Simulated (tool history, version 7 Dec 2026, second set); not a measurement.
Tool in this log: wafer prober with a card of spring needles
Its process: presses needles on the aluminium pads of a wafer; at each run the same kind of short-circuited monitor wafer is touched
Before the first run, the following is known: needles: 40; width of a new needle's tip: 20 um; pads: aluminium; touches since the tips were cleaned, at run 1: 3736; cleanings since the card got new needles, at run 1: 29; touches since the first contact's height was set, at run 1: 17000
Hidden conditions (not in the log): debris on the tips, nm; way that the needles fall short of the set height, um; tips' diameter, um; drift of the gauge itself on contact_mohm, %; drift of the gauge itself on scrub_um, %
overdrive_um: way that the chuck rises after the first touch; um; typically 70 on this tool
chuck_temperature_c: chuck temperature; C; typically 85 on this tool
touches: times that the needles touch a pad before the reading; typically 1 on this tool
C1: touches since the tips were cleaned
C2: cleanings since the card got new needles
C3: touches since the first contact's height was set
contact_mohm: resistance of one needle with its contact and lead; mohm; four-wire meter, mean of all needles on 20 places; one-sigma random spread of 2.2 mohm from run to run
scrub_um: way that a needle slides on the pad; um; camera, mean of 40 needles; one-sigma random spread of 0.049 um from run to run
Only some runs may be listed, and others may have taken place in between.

{"run": 1, "hour": 0.0, "overdrive_um": 70, "chuck_temperature_c": 85, "touches": 1, "C1": 3736, "C2": 29, "C3": 17000, "contact_mohm": 330, "scrub_um": 14.58}
{"hour": 1.9, "done": "tips cleaned on abrasive film"}
{"run": 2, "hour": 5.6, "overdrive_um": 70, "chuck_temperature_c": 85, "touches": 1, "C1": 1920, "C2": 30, "C3": 19869, "contact_mohm": 384, "scrub_um": 14.57}
{"hour": 10.9, "done": "tips cleaned on abrasive film"}
{"run": 3, "hour": 11.2, "overdrive_um": 70, "chuck_temperature_c": 85, "touches": 2, "C1": 136, "C2": 31, "C3": 22724, "contact_mohm": 253, "scrub_um": 14.62}
{"hour": 19.7, "done": "tips cleaned on abrasive film"}
{"run": 4, "hour": 22.1, "overdrive_um": 70, "chuck_temperature_c": 85, "touches": 2, "C1": 1236, "C2": 32, "C3": 28344, "contact_mohm": 265, "scrub_um": 14.59}
{"hour": 28.7, "done": "tips cleaned on abrasive film"}
{"run": 5, "hour": 32.5, "overdrive_um": 70, "chuck_temperature_c": 85, "touches": 3, "C1": 1951, "C2": 33, "C3": 33696, "contact_mohm": 268, "scrub_um": 14.65}
{"hour": 38.0, "done": "tips cleaned on abrasive film"}
{"run": 6, "hour": 39.8, "overdrive_um": 70, "chuck_temperature_c": 85, "touches": 3, "C1": 951, "C2": 34, "C3": 37463, "contact_mohm": 261, "scrub_um": 14.53}
{"hour": 45.6, "done": "tips cleaned on abrasive film, once more"}
{"run": 7, "hour": 46.5, "overdrive_um": 70, "chuck_temperature_c": 85, "touches": 3, "C1": 451, "C2": 35, "C3": 40880, "contact_mohm": 256, "scrub_um": 14.62}
{"run": 8, "hour": 52.1, "overdrive_um": 70, "chuck_temperature_c": 85, "touches": 3, "C1": 3388, "C2": 35, "C3": 43817, "contact_mohm": 277, "scrub_um": 14.53}
{"hour": 54.6, "done": "tips cleaned on abrasive film"}
{"hour": 63.6, "done": "tips cleaned on abrasive film"}
{"run": 9, "hour": 64.2, "overdrive_um": 70, "chuck_temperature_c": 85, "touches": 3, "C1": 326, "C2": 37, "C3": 50009, "contact_mohm": 252, "scrub_um": 14.55}
{"hour": 72.8, "done": "tips cleaned on abrasive film"}
{"run": 10, "hour": 73.2, "overdrive_um": 70, "chuck_temperature_c": 85, "touches": 3, "C1": 170, "C2": 38, "C3": 54613, "contact_mohm": 250, "scrub_um": 14.49}
{"hour": 81.9, "done": "tips cleaned on abrasive film"}
{"run": 11, "hour": 83.0, "overdrive_um": 70, "chuck_temperature_c": 85, "touches": 1, "C1": 557, "C2": 39, "C3": 59671, "contact_mohm": 266, "scrub_um": 14.54}
{"hour": 90.6, "done": "tips cleaned on abrasive film"}
{"run": 12, "hour": 90.7, "overdrive_um": 70, "chuck_temperature_c": 85, "touches": 1, "C1": 32, "C2": 40, "C3": 63634, "contact_mohm": 254, "scrub_um": 14.43}
{"hour": 99.5, "done": "tips cleaned on abrasive film"}
{"run": 13, "hour": 99.6, "overdrive_um": 70, "chuck_temperature_c": 85, "touches": 1, "C1": 44, "C2": 41, "C3": 68226, "contact_mohm": 256, "scrub_um": 14.38}
{"hour": 108.3, "done": "tips cleaned on abrasive film"}
{"run": 14, "hour": 109.6, "overdrive_um": 70, "chuck_temperature_c": 85, "touches": 1, "C1": 639, "C2": 42, "C3": 73352, "contact_mohm": 271, "scrub_um": 14.45}
{"hour": 117.5, "done": "tips cleaned on abrasive film"}
{"run": 15, "hour": 118.0, "overdrive_um": 70, "chuck_temperature_c": 85, "touches": 1, "C1": 245, "C2": 43, "C3": 77671, "contact_mohm": 261, "scrub_um": 14.38}
{"run": 16, "hour": 125.0, "overdrive_um": 70, "chuck_temperature_c": 60, "touches": 1, "C1": 3886, "C2": 43, "C3": 81312, "contact_mohm": 333, "scrub_um": 14.45}
{"hour": 126.1, "done": "tips cleaned on abrasive film"}
{"run": 17, "hour": 131.1, "overdrive_um": 70, "chuck_temperature_c": 60, "touches": 1, "C1": 2603, "C2": 44, "C3": 84472, "contact_mohm": 308, "scrub_um": 14.46}
{"hour": 135.7, "done": "tips cleaned on abrasive film"}
{"run": 18, "hour": 141.8, "overdrive_um": 58, "chuck_temperature_c": 99, "touches": 2, "C1": 3155, "C2": 45, "C3": 89965, "contact_mohm": 316, "scrub_um": 11.83}
{"hour": 144.9, "done": "tips cleaned on abrasive film"}
{"run": 19, "hour": 148.3, "overdrive_um": 58, "chuck_temperature_c": 99, "touches": 2, "C1": 1783, "C2": 46, "C3": 93316, "contact_mohm": 292, "scrub_um": 11.91}
{"hour": 153.6, "done": "tips cleaned on abrasive film"}
{"run": 20, "hour": 155.3, "overdrive_um": 70, "chuck_temperature_c": 85, "touches": 1, "C1": 878, "C2": 47, "C3": 96905, "contact_mohm": 281, "scrub_um": 14.45}
{"hour": 162.5, "done": "tips cleaned on abrasive film"}
{"run": 21, "hour": 164.1, "overdrive_um": 62, "chuck_temperature_c": 78, "touches": 2, "C1": 823, "C2": 48, "C3": 101435, "contact_mohm": 269, "scrub_um": 12.67}
{"hour": 171.6, "done": "tips cleaned on abrasive film"}
{"run": 22, "hour": 173.7, "overdrive_um": 62, "chuck_temperature_c": 78, "touches": 2, "C1": 1086, "C2": 49, "C3": 106370, "contact_mohm": 273, "scrub_um": 12.64}
{"hour": 180.9, "done": "tips cleaned on abrasive film"}
{"run": 23, "hour": 182.7, "overdrive_um": 62, "chuck_temperature_c": 78, "touches": 2, "C1": 941, "C2": 50, "C3": 111011, "contact_mohm": 275, "scrub_um": 12.64}
{"hour": 190.4, "done": "tips cleaned on abrasive film"}
{"run": 24, "hour": 193.5, "overdrive_um": 66, "chuck_temperature_c": 91, "touches": 1, "C1": 1602, "C2": 51, "C3": 116542, "contact_mohm": 296, "scrub_um": 13.52}
{"run": 25, "hour": 198.8, "overdrive_um": 54, "chuck_temperature_c": 85, "touches": 2, "C1": 4403, "C2": 51, "C3": 119343, "contact_mohm": 342, "scrub_um": 10.97}
{"hour": 199.7, "done": "tips cleaned on abrasive film"}
{"hour": 201.0, "done": "height of the first contact set anew"}
{"hour": 208.9, "done": "tips cleaned on abrasive film"}
{"run": 26, "hour": 208.9, "overdrive_um": 54, "chuck_temperature_c": 29, "touches": 2, "C1": 0, "C2": 53, "C3": 4031, "contact_mohm": 248, "scrub_um": 11.37}
{"hour": 217.7, "done": "tips cleaned on abrasive film"}
{"run": 27, "hour": 220.2, "overdrive_um": 64, "chuck_temperature_c": 39, "touches": 1, "C1": 1319, "C2": 54, "C3": 9883, "contact_mohm": 297, "scrub_um": 13.39}
{"hour": 226.6, "done": "tips cleaned on abrasive film"}
{"run": 28, "hour": 230.7, "overdrive_um": 70, "chuck_temperature_c": 79, "touches": 1, "C1": 2124, "C2": 55, "C3": 15264, "contact_mohm": 310, "scrub_um": 14.71}
{"hour": 236.1, "done": "tips cleaned on abrasive film"}
{"run": 29, "hour": 236.7, "overdrive_um": 70, "chuck_temperature_c": 91, "touches": 2, "C1": 279, "C2": 56, "C3": 18327, "contact_mohm": 260, "scrub_um": 14.64}
{"hour": 245.0, "done": "tips cleaned on abrasive film"}
{"run": 30, "hour": 246.4, "overdrive_um": 70, "chuck_temperature_c": 91, "touches": 2, "C1": 722, "C2": 57, "C3": 23356, "contact_mohm": 264, "scrub_um": 14.6}
{"hour": 253.7, "done": "tips cleaned on abrasive film"}
{"run": 31, "hour": 254.8, "overdrive_um": 62, "chuck_temperature_c": 33, "touches": 2, "C1": 558, "C2": 58, "C3": 27640, "contact_mohm": 253, "scrub_um": 12.91}
{"run": 32, "hour": 261.1, "overdrive_um": 62, "chuck_temperature_c": 33, "touches": 2, "C1": 3882, "C2": 58, "C3": 30964, "contact_mohm": 305, "scrub_um": 12.91}
{"hour": 262.3, "done": "tips cleaned on abrasive film"}
{"hour": 271.1, "done": "tips cleaned on abrasive film"}
{"run": 33, "hour": 271.1, "overdrive_um": 75, "chuck_temperature_c": 27, "touches": 2, "C1": 0, "C2": 60, "C3": 36054, "contact_mohm": 229, "scrub_um": 15.63}
{"run": 34, "hour": 276.9, "overdrive_um": 68, "chuck_temperature_c": 27, "touches": 2, "C1": 2983, "C2": 60, "C3": 39037, "contact_mohm": 281, "scrub_um": 14.15}

Alternative continuations, all from the tool just after run 34; predict every row:
{"hour": 280.0, "done": "tips cleaned on abrasive film"}
{"run": "A", "hour": 287.6, "overdrive_um": 68, "chuck_temperature_c": 55, "touches": 2, "C1": 3967, "C2": 61, "C3": 44585, "contact_mohm": "?", "scrub_um": "?"}
{"hour": 280.0, "done": "tips cleaned on abrasive film"}
{"run": "B", "hour": 287.6, "overdrive_um": 68, "chuck_temperature_c": 27, "touches": 2, "C1": 3967, "C2": 61, "C3": 44585, "contact_mohm": "?", "scrub_um": "?"}
{"hour": 280.0, "done": "tips cleaned on abrasive film"}
{"run": "C", "hour": 287.6, "overdrive_um": 83, "chuck_temperature_c": 81, "touches": 2, "C1": 3967, "C2": 61, "C3": 44585, "contact_mohm": "?", "scrub_um": "?"}

run=A contact_mohm=296 scrub_um=14.17
run=B contact_mohm=297 scrub_um=14.07
run=C contact_mohm=283 scrub_um=17.24
Without the tool's hidden state the same runs would have given:
run=A contact_mohm=237 scrub_um=14.31
run=B contact_mohm=234 scrub_um=14.20
run=C contact_mohm=242 scrub_um=17.38
